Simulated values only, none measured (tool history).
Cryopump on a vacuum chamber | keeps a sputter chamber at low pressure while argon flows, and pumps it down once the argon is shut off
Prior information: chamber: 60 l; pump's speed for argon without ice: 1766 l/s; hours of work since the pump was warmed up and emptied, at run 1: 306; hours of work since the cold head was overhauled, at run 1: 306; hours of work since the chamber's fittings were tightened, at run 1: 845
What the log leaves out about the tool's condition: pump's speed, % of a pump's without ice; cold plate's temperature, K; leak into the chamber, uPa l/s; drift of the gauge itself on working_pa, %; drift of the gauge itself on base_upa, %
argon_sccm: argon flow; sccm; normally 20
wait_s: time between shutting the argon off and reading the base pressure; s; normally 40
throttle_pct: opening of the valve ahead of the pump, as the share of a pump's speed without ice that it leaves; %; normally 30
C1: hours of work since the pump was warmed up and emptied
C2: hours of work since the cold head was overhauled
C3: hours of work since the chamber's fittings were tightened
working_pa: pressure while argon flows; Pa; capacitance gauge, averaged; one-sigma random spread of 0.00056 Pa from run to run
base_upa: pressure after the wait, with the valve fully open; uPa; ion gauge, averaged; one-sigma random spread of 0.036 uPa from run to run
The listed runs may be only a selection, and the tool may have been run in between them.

Run 1, day 0.000: usual settings; C1 306; C2 306; C3 845. Result: working_pa 0.0667 Pa, base_upa 2.44 uPa.
Run 2, day 0.525: usual settings but argon_sccm 27 sccm; C1 312; C2 312; C3 851. Result: working_pa 0.0896 Pa, base_upa 2.52 uPa.
Run 3, day 1.242: usual settings but argon_sccm 27 sccm; C1 320; C2 320; C3 859. Result: working_pa 0.0891 Pa, base_upa 2.54 uPa.
Run 4, day 1.862: usual settings but argon_sccm 27 sccm; C1 327; C2 327; C3 866. Result: working_pa 0.0897 Pa, base_upa 2.63 uPa.
Run 5, day 2.179: usual settings but argon_sccm 27 sccm, throttle_pct 23 %; C1 331; C2 331; C3 870. Result: working_pa 0.1161 Pa, base_upa 2.51 uPa.
Run 6, day 2.588: usual settings but argon_sccm 27 sccm, throttle_pct 23 %; C1 336; C2 336; C3 874. Result: working_pa 0.1156 Pa, base_upa 2.54 uPa.
Run 7, day 3.033: usual settings but argon_sccm 27 sccm, throttle_pct 23 %; C1 341; C2 341; C3 879. Result: working_pa 0.1164 Pa, base_upa 2.55 uPa.
Run 8, day 3.575: usual settings but argon_sccm 27 sccm, throttle_pct 23 %; C1 347; C2 347; C3 886. Result: working_pa 0.1150 Pa, base_upa 2.57 uPa.
Run 9, day 4.292: usual settings; C1 355; C2 355; C3 894. Result: working_pa 0.0659 Pa, base_upa 2.61 uPa.
Run 10, day 4.812: usual settings; C1 361; C2 361; C3 900. Result: working_pa 0.0658 Pa, base_upa 2.64 uPa.
Run 11, day 5.325: usual settings but throttle_pct 47 %; C1 367; C2 367; C3 905. Result: working_pa 0.0432 Pa, base_upa 2.63 uPa.
Run 12, day 5.729: usual settings; C1 371; C2 371; C3 910. Result: working_pa 0.0671 Pa, base_upa 2.55 uPa.
Run 13, day 6.479: usual settings; C1 380; C2 380; C3 918. Result: working_pa 0.0664 Pa, base_upa 2.58 uPa.
Run 14, day 6.925: usual settings but argon_sccm 17 sccm; C1 385; C2 385; C3 923. Result: working_pa 0.0572 Pa, base_upa 2.62 uPa.
Run 15, day 7.508: usual settings but wait_s 57 s; C1 391; C2 391; C3 930. Result: working_pa 0.0673 Pa, base_upa 2.00 uPa.
Run 16, day 7.838: usual settings but argon_sccm 19 sccm; C1 395; C2 395; C3 934. Result: working_pa 0.0645 Pa, base_upa 2.67 uPa.
Run 17, day 8.558: usual settings but argon_sccm 19 sccm; C1 403; C2 403; C3 942. Result: working_pa 0.0633 Pa, base_upa 2.65 uPa.
Run 18, day 8.908: usual settings but argon_sccm 38 sccm, throttle_pct 52 %; C1 407; C2 407; C3 946. Result: working_pa 0.0757 Pa, base_upa 2.58 uPa.
Run 19, day 9.342: usual settings but wait_s 84 s; C1 412; C2 412; C3 951. Result: working_pa 0.0666 Pa, base_upa 1.65 uPa.
Run 20, day 10.083: usual settings but wait_s 84 s; C1 421; C2 421; C3 959. Result: working_pa 0.0670 Pa, base_upa 1.67 uPa.
Run 21, day 10.729: usual settings but wait_s 84 s; C1 428; C2 428; C3 967. Result: working_pa 0.0679 Pa, base_upa 1.66 uPa.
Run 22, day 11.058: usual settings but argon_sccm 38 sccm, wait_s 174 s; C1 432; C2 432; C3 970. Result: working_pa 0.1282 Pa, base_upa 1.26 uPa.
Run 23, day 11.529: usual settings but wait_s 139 s, throttle_pct 26 %; C1 437; C2 437; C3 976. Result: working_pa 0.0765 Pa, base_upa 1.38 uPa.
Run 24, day 12.258: usual settings but wait_s 139 s, throttle_pct 26 %; C1 445; C2 445; C3 984. Result: working_pa 0.0772 Pa, base_upa 1.34 uPa.
Run 25, day 12.588: usual settings but argon_sccm 38 sccm, wait_s 139 s, throttle_pct 16 %; C1 449; C2 449; C3 988. Result: working_pa 0.2334 Pa, base_upa 1.39 uPa.
Run 26, day 13.288: usual settings but argon_sccm 30 sccm, wait_s 139 s, throttle_pct 48 %; C1 457; C2 457; C3 996. Result: working_pa 0.0650 Pa, base_upa 1.36 uPa.
Run 27, day 13.958: usual settings but argon_sccm 30 sccm, wait_s 139 s, throttle_pct 48 %; C1 465; C2 465; C3 1003. Result: working_pa 0.0652 Pa, base_upa 1.35 uPa.
Run 28, day 14.454: usual settings but argon_sccm 30 sccm, wait_s 139 s, throttle_pct 48 %; C1 470; C2 470; C3 1009. Result: working_pa 0.0657 Pa, base_upa 1.32 uPa.
Run 29, day 14.908: usual settings but argon_sccm 8 sccm, wait_s 62 s, throttle_pct 21 %; C1 475; C2 475; C3 1014. Result: working_pa 0.0379 Pa, base_upa 2.03 uPa.
Run 30, day 15.354: usual settings but wait_s 171 s, throttle_pct 21 %; C1 480; C2 480; C3 1019. Result: working_pa 0.0945 Pa, base_upa 1.30 uPa.
Run 31, day 15.971: usual settings but wait_s 86 s; C1 487; C2 487; C3 1026. Result: working_pa 0.0665 Pa, base_upa 1.76 uPa.
Run 32, day 16.675: usual settings but wait_s 86 s; C1 495; C2 495; C3 1034. Result: working_pa 0.0689 Pa, base_upa 1.71 uPa.
Run 33, day 17.204: usual settings but wait_s 86 s; C1 501; C2 501; C3 1040. Result: working_pa 0.0690 Pa, base_upa 1.77 uPa.
Run 34, day 17.712: usual settings but wait_s 86 s; C1 507; C2 507; C3 1046. Result: working_pa 0.0682 Pa, base_upa 1.72 uPa.

4 options for the next run, each taken on its own from the tool as it stands now. Forecast them:
Run A, day 18.342: usual settings but argon_sccm 39 sccm, wait_s 30 s, throttle_pct 53 %; C1 514; C2 514; C3 1053. Result: working_pa ?, base_upa ?.
Run B, day 18.342: usual settings but argon_sccm 22 sccm, wait_s 233 s, throttle_pct 22 %; C1 514; C2 514; C3 1053. Result: working_pa ?, base_upa ?.
Run C, day 18.342: usual settings but argon_sccm 29 sccm, wait_s 21 s; C1 514; C2 514; C3 1053. Result: working_pa ?, base_upa ?.
Run D, day 18.342: usual settings but argon_sccm 9 sccm, wait_s 105 s, throttle_pct 32 %; C1 514; C2 514; C3 1053. Result: working_pa ?, base_upa ?.

run  working_pa  base_upa
  A      0.0780      3.28
  B      0.1001      1.23
  C      0.0980      4.34
  D      0.0294      1.61
Stripped of hidden state, with their random variation kept, the same runs would have yielded:
run  working_pa  base_upa
  A      0.0701      2.57
  B      0.0956      0.50
  C      0.0921      3.62
  D      0.0275      0.88

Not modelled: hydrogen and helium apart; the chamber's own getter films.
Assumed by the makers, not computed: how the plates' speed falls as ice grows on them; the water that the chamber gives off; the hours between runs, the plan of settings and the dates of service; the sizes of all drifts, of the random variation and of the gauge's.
